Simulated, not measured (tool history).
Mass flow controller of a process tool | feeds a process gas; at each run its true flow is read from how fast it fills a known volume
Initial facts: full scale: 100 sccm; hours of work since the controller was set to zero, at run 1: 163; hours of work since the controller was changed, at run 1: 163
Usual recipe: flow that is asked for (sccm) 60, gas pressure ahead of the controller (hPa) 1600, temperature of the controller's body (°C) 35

run     hour  flow that is asked for (sccm)  gas pressure ahead of the controller (hPa)  temperature of the controller's body (°C)  hours of work since the controller was set to zero  hours of work since the controller was changed  true flow (%)
  1        0                             60                                        1600                                         35                                                 163                                             163         100.21
  2    192.5                             60                                        1600                                         35                                                 234                                             234         100.14
  3    357.6                             60                                        1600                                         30                                                 294                                             294          99.61
  4    547.8                             60                                        1600                                         30                                                 364                                             364          99.62
  5    738.7                             60                                        1600                                         30                                                 433                                             433          99.64
  6   1025.8                             92                                        1600                                         35                                                 538                                             538         101.03
  7   1227.3                             60                                        1600                                         35                                                 612                                             612         100.03
  8   1385.8                             60                                        2380                                         35                                                 670                                             670          99.28
  9   1671.3                             14                                        1600                                         35                                                 774                                             774          97.88
 10     1862                             60                                        1600                                         23                                                 844                                             844          98.28
 11   2145.6                             60                                        1600                                         23                                                 948                                             948          98.35
 12   2400.2                             60                                        1600                                         23                                                1041                                            1041          98.32
 13     2619                             60                                        1600                                         35                                                1121                                            1121          99.65
 14   2942.5                             60                                        1600                                         31                                                1239                                            1239          99.23
 15   3279.3                             60                                        2470                                         31                                                1362                                            1362          98.51
      3303.6  -- controller's zero set anew
 16   3435.3                             60                                        1890                                         35                                                  48                                            1419           99.3
 17   3653.6                             60                                        1890                                         35                                                 128                                            1499          99.09
 18   3879.4                             60                                        1600                                         22                                                 210                                            1581          97.72
 19   4162.3                             69                                        1600                                         35                                                 314                                            1684          99.52
      4197.7  -- controller's zero set anew, once more
 20   4393.5                             69                                        1600                                         35                                                  72                                            1769          99.91
 21   4570.6                             69                                        1600                                         35                                                 136                                            1833          99.86
 22   4867.1                             69                                        1600                                         35                                                 245                                            1942         100.05
 23   5059.6                             69                                        2360                                         35                                                 315                                            2012           99.2
 24   5369.2                             44                                        1600                                         35                                                 428                                            2125          99.03
 25   5693.7                             90                                        1600                                         35                                                 547                                            2244          100.4
 26   6002.2                             90                                        1600                                         35                                                 660                                            2357         100.23
 27   6177.2                             35                                        1600                                         37                                                 723                                            2421          98.71
 28   6511.8                             24                                        2670                                         24                                                 846                                            2543          95.62
 29   6695.1                             24                                        2670                                         24                                                 913                                            2610           95.8
 30   7021.1                             60                                        2750                                         35                                                1032                                            2729          98.24
 31   7202.3                             23                                        2590                                         22                                                1098                                            2795          95.27
 32   7380.2                             23                                        2590                                         22                                                1163                                            2860           95.2
 33   7590.8                             26                                        2590                                         26                                                1240                                            2937          95.79
 34   7753.6                             60                                        1600                                         21                                                1300                                            2997          97.29
 35   7928.2                             60                                        1600                                         21                                                1363                                            3061          97.37
 36   8111.6                             76                                        1950                                         21                                                1430                                            3128          97.59
 37   8411.3                             15                                        1670                                         35                                                1540                                            3237          96.39
 38   8600.5                             15                                        1670                                         35                                                1609                                            3306          96.48
 39   8804.6                             34                                        1500                                         40                                                1684                                            3381          98.43
 40   9039.1                             66                                        2070                                         21                                                1769                                            3467           97.1
 41   9330.1                             68                                        2200                                         30                                                1876                                            3573          97.94
 42   9521.6                             68                                        2200                                         30                                                1946                                            3643          97.84
 43   9879.6                             60                                        1610                                         38                                                2077                                            3774           99.2
 44  10172.6                             60                                        1610                                         37                                                2184                                            3881          98.76
 45    10490                             33                                        1610                                         37                                                2300                                            3997          97.44
 46  10852.4                             15                                        1650                                         36                                                2432                                            4129          95.49
 47  11071.4                             12                                        1860                                         25                                                2512                                            4209          93.29

Across each entry between runs, compare the hidden state at the last listed run before it with the hidden state at the first listed run after it:
Between runs 15 and 16: controller's zero set anew (hour 3303.6)
  flow at rest that the sensor doesn't see, % of full scale: -0.197 -> -0.265; true flow over the shown one, %: -0.49 -> -0.51
  measured less the result without the state, true flow (%): -0.82 -> -0.95
Between runs 19 and 20: controller's zero set anew, once more (hour 4197.7)
  flow at rest that the sensor doesn't see, % of full scale: -0.299 -> -0.04; true flow over the shown one, %: -0.59 -> -0.62
  measured less the result without the state, true flow (%): -1.02 -> -0.67

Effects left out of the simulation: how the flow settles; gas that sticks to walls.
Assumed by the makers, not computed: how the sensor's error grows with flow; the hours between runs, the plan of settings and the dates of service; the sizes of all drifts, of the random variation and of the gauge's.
